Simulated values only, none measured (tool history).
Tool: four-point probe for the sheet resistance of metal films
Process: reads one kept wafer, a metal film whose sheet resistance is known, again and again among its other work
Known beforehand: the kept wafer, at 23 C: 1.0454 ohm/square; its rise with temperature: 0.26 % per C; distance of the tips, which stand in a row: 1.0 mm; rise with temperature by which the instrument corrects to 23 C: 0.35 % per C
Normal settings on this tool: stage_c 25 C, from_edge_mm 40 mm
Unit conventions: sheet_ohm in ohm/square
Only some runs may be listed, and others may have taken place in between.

run    hour  stage_c  from_edge_mm  sheet_ohm
  1       0       25            40    1.04312
  2      50       25            40   1.042673
  3   154.3       25             6   1.057714
  4   258.7       35            40   1.033104
  5   361.9       35            40   1.033355
      441.8  -- stage's thermometer calibrated
  6   455.1       35            40   1.033221
  7   540.4       25            40   1.042694
  8   638.1       25            40   1.042668
  9   688.5       25            40   1.042374
 10   754.7       25            40    1.04223
 11   807.2       25             4   1.075296
 12   855.3       25             4   1.075867
 13   971.6       25             4   1.075455
 14  1034.8       19            40   1.047899
     1106.5  -- stage's thermometer calibrated, once more
 15  1114.1       19            40   1.046147
 16  1173.2       19            40   1.046581
 17    1290       19            40   1.045922
 18  1342.4       19            40   1.045882
 19    1449       34            19   1.032961
 20  1532.8       34            19   1.032852
 21  1625.7       34            19   1.033121
 22  1699.5       34            10   1.036658
 23  1799.6       32             7   1.044479
 24  1870.9       32             7   1.044018
 25  1923.8       32             7   1.043756
 26  2018.6       23             6   1.056865
 27  2088.6       23             6   1.056389
 28  2193.4       19             6   1.060071
 29  2244.9       32             3   1.090485
 30  2312.9       19            13    1.04802
 31  2385.8       19            13   1.047393
 32  2498.2       32            41   1.032288
 33  2595.2       23             3   1.098823

For some of the steps in sheet_ohm from one run to the next: how much would appear even if the tool had no hidden state, given the settings, what came in and random variation, and how much remains for the hidden state plus any gauge scatter that the measured result and the result without hidden state don't share?
The tool's hidden condition here consists of: inner tips' distance over the nominal, %; tips' flats over new ones', %; wafer's true temperature over the reading, C; drift of the gauge itself on sheet_ohm, %.
Run 10 -> 11: from_edge_mm 40 -> 4. sheet_ohm +0.033066 ohm/square: hidden state -0.000093, all else +0.033159.
Run 14 -> 15: stage's thermometer calibrated, once more. sheet_ohm -0.001752 ohm/square: hidden state -0.001503, all else -0.000249.
Run 28 -> 29: stage_c 19 -> 32, from_edge_mm 6 -> 3. sheet_ohm +0.030414 ohm/square: hidden state -0.00018, all else +0.030594.
Run 29 -> 30: stage_c 32 -> 19, from_edge_mm 3 -> 13. sheet_ohm -0.042465 ohm/square: hidden state +0.000094, all else -0.042559.
Run 32 -> 33: stage_c 32 -> 23, from_edge_mm 41 -> 3. sheet_ohm +0.066535 ohm/square: hidden state -0.000399, all else +0.066934.
